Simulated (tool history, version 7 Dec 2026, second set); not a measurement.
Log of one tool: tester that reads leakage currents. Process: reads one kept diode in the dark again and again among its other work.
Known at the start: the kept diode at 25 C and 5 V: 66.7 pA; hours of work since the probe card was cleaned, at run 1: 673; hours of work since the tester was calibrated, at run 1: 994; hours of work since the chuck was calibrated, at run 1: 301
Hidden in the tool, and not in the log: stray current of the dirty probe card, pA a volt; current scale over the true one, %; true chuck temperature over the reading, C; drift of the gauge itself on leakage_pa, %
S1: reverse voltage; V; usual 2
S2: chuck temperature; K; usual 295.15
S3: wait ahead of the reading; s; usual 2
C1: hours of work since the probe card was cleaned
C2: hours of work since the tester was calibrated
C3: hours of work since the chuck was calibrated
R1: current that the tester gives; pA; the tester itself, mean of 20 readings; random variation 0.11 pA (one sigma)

Run 1, hour 0: usual settings; C1 673; C2 994; C3 301. Result: R1 37.32 pA.
Run 2, hour 135: usual settings; C1 731; C2 1051; C3 359. Result: R1 37.69 pA.
Run 3, hour 207: usual settings; C1 762; C2 1082; C3 390. Result: R1 38.27 pA.
Run 4, hour 325.3: usual settings but S1 5.46 V; C1 812; C2 1132; C3 440. Result: R1 71.16 pA.
Run 5, hour 443.6: usual settings but S1 5.46 V; C1 862; C2 1183; C3 490. Result: R1 72.07 pA.
Run 6, hour 538.1: usual settings but S1 5.46 V; C1 903; C2 1223; C3 531. Result: R1 72.42 pA.
Run 7, hour 694.5: usual settings but S1 5.46 V; C1 969; C2 1290; C3 597. Result: R1 73.92 pA.
Run 8, hour 809.9: usual settings but S1 5.46 V; C1 1018; C2 1339; C3 646. Result: R1 75.4 pA.
At hour 930.6: probe card cleaned and baked.
Run 9, hour 949.8: usual settings but S1 2.35 V; C1 8; C2 1397; C3 705. Result: R1 38.95 pA.
Run 10, hour 1049.2: usual settings but S1 2.35 V; C1 50; C2 1439; C3 747. Result: R1 39.43 pA.
Run 11, hour 1122.5: usual settings but S1 2.35 V; C1 82; C2 1471; C3 778. Result: R1 39.43 pA.
Run 12, hour 1250.5: usual settings but S1 2.35 V; C1 136; C2 1525; C3 833. Result: R1 40.27 pA.
Run 13, hour 1382.3: usual settings but S1 2.35 V; C1 192; C2 1581; C3 889. Result: R1 40.68 pA.
Run 14, hour 1483: usual settings but S1 2.35 V; C1 235; C2 1624; C3 932. Result: R1 41.35 pA.
At hour 1506.6: chuck's temperature calibrated.
Run 15, hour 1636: usual settings but S1 2.35 V; C1 300; C2 1688; C3 55. Result: R1 43.23 pA.
Run 16, hour 1774.3: usual settings but S1 2.35 V; C1 358; C2 1747; C3 114. Result: R1 43.83 pA.
Run 17, hour 1842.9: usual settings but S1 2.35 V; C1 388; C2 1776; C3 143. Result: R1 44.09 pA.
Run 18, hour 1945.5: usual settings but S1 8.7 V; C1 431; C2 1820; C3 187. Result: R1 96.72 pA.
Run 19, hour 2065.9: usual settings but S3 0.42 s; C1 483; C2 1871; C3 238. Result: R1 42.04 pA.
Run 20, hour 2222.9: usual settings but S3 0.42 s; C1 549; C2 1938; C3 305. Result: R1 42.82 pA.
At hour 2323.8: chuck's temperature calibrated, once more.
Run 21, hour 2363.9: usual settings but S2 298.15 K, S3 0.39 s; C1 609; C2 1998; C3 17. Result: R1 44.23 pA.
Run 22, hour 2468.1: usual settings but S1 7.78 V, S2 318.15 K, S3 1.05 s; C1 653; C2 2042; C3 61. Result: R1 345.5 pA.

Run 23 comes next. What will it give?
Run 23, hour 2566.9: usual settings but S1 7.93 V, S2 296.15 K, S3 5.97 s; C1 695; C2 2084; C3 104. Result: R1 ?.

Run 23 gave R1 88.4 pA.
Without the tool's hidden state the same run would have given R1 75.3 pA.

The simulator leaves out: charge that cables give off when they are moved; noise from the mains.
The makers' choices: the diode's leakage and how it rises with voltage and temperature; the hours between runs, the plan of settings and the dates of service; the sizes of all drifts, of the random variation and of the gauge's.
